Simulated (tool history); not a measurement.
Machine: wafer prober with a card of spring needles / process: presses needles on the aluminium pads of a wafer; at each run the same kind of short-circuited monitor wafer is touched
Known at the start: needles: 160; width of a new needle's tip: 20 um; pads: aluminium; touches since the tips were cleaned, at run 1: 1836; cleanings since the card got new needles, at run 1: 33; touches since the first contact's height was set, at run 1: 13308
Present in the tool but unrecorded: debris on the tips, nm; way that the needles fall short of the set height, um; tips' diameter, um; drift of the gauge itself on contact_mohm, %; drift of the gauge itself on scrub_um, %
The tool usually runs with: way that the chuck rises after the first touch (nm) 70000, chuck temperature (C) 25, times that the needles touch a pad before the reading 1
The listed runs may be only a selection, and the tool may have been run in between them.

run	hour	way that the chuck rises after the first touch (nm)	chuck temperature (C)	times that the needles touch a pad before the reading	touches since the tips were cleaned	cleanings since the card got new needles	touches since the first contact's height was set	resistance of one needle with its contact and lead (mohm)	way that a needle slides on the pad (nm)
1	0.0	70000	25	1	1836	33	13308	155	18520
# hour 15.5: tips cleaned on abrasive film
2	17.4	70000	25	1	415	34	17057	156	18370
# hour 37.4: tips cleaned on abrasive film
3	54.6	70000	25	1	3710	35	25078	154	18610
# hour 60.0: tips cleaned on abrasive film
# hour 82.5: tips cleaned on abrasive film
4	83.5	70000	58	1	214	37	31307	161	18470
# hour 106.2: tips cleaned on abrasive film
5	117.1	70000	25	2	2362	38	38553	156	18340
# hour 130.9: tips cleaned on abrasive film
6	148.9	70000	25	2	3896	39	45422	158	18550
# hour 154.4: tips cleaned on abrasive film
7	171.0	70000	72	1	3589	40	50171	166	18530
# hour 177.0: tips cleaned on abrasive film
8	197.1	70000	72	1	4351	41	55803	164	18520
# hour 199.5: tips cleaned on abrasive film
9	218.3	70000	44	1	4065	42	60366	157	18500
# hour 221.8: tips cleaned on abrasive film
# hour 244.0: tips cleaned on abrasive film
10	251.0	70000	44	1	1513	44	67407	163	18570
# hour 266.2: tips cleaned on abrasive film
11	281.4	70000	44	1	3280	45	73964	160	18410
# hour 288.5: tips cleaned on abrasive film
12	298.3	70000	44	1	2119	46	77615	158	18380
# hour 311.1: tips cleaned on abrasive film
13	328.9	70000	44	1	3845	47	84204	156	18370
# hour 334.2: tips cleaned on abrasive film
# hour 356.8: tips cleaned on abrasive film
14	362.3	70000	44	1	1200	49	91406	157	18500
# hour 378.7: tips cleaned on abrasive film
15	382.7	63000	72	2	855	50	95791	166	16720
# hour 401.9: tips cleaned on abrasive film
16	406.4	63000	72	2	977	51	100903	166	16460
# hour 425.9: tips cleaned on abrasive film
17	425.9	57000	25	3	0	52	105113	156	15010
# hour 447.7: tips cleaned on abrasive film
18	454.6	57000	37	2	1494	53	111295	162	14770
# hour 470.9: tips cleaned on abrasive film
19	487.4	86000	78	2	3584	54	118387	166	22510
# hour 494.7: tips cleaned on abrasive film
20	508.2	51000	46	1	2936	55	122864	161	13370
# hour 516.8: tips cleaned on abrasive film
# hour 539.2: tips cleaned on abrasive film
21	548.5	51000	46	1	2012	57	131533	163	13390
# hour 562.7: tips cleaned on abrasive film
22	567.0	51000	46	1	936	58	135528	163	13420
# hour 585.8: tips cleaned on abrasive film
23	592.4	51000	46	1	1429	59	141011	160	13320
# hour 608.7: tips cleaned on abrasive film
24	623.4	58000	25	1	3196	60	147695	160	15190
# hour 630.1: tips cleaned on abrasive film
25	642.9	58000	25	2	2760	61	151882	158	15060

What if the next run were any one of these 4? Each begins from the tool's condition after run 25:
# hour 653.0: tips cleaned on abrasive film
A	663.9	70000	77	1	2352	62	156413	?	?
# hour 653.0: tips cleaned on abrasive film
B	663.9	70000	61	3	2352	62	156413	?	?
# hour 653.0: tips cleaned on abrasive film
C	663.9	71000	25	1	2352	62	156413	?	?
# hour 653.0: tips cleaned on abrasive film
D	663.9	70000	65	3	2352	62	156413	?	?

run	resistance of one needle with its contact and lead (mohm)	way that a needle slides on the pad (nm)
A	166	18050
B	161	18260
C	157	18500
D	162	18350
The same runs, with their run-to-run variation unchanged, on a tool lacking any hidden condition would have given:
run	resistance of one needle with its contact and lead (mohm)	way that a needle slides on the pad (nm)
A	166	18370
B	161	18590
C	157	18830
D	162	18680

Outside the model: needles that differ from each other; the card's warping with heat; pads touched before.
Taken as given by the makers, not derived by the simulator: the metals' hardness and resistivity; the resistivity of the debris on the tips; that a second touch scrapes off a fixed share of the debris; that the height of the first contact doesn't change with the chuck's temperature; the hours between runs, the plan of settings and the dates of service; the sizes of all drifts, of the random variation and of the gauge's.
